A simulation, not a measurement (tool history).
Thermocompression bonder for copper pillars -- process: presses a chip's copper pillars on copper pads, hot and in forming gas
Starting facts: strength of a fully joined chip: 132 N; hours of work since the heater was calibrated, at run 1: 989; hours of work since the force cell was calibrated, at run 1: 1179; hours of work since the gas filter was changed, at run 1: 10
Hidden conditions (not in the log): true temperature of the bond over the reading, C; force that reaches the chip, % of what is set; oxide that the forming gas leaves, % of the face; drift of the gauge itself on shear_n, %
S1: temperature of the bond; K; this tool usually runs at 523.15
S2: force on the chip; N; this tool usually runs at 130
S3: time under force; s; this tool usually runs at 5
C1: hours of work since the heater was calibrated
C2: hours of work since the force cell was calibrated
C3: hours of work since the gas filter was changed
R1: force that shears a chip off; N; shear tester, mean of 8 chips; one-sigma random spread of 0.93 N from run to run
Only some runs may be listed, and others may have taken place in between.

run	hour	S1	S2	S3	C1	C2	C3	R1
1	0.0	523.15	130	5	989	1179	10	78.3
2	66.8	523.15	130	4	1039	1228	59	73.8
3	127.7	523.15	130	5	1083	1272	104	77.2
4	203.9	523.15	130	5	1139	1329	160	78.6
# hour 244.1: force cell calibrated
5	265.2	523.15	130	5	1184	16	204	79.1
6	311.3	523.15	162	5	1217	49	238	88.0
7	362.8	523.15	130	3	1255	87	276	65.3
# hour 427.8: forming gas filter changed
8	441.0	523.15	130	5	1312	145	10	77.0
9	502.3	523.15	130	5	1358	190	55	77.5
10	581.5	523.15	130	5	1416	248	113	77.7
11	655.7	523.15	86	5	1470	302	168	61.6
12	729.2	523.15	86	5	1525	357	222	59.0
# hour 766.8: heater calibrated with a thermocouple chip
13	794.9	523.15	86	5	21	403	269	61.3
# hour 870.1: forming gas filter changed
14	877.5	523.15	86	5	81	464	5	60.7

Predict the results of run 15:
15	916.9	523.15	86	5	110	493	34	?

{"run 15": {"R1": 62.1}}
On a tool with no hidden condition, and with the same random variation, this run would have come out at R1 62.1 N.
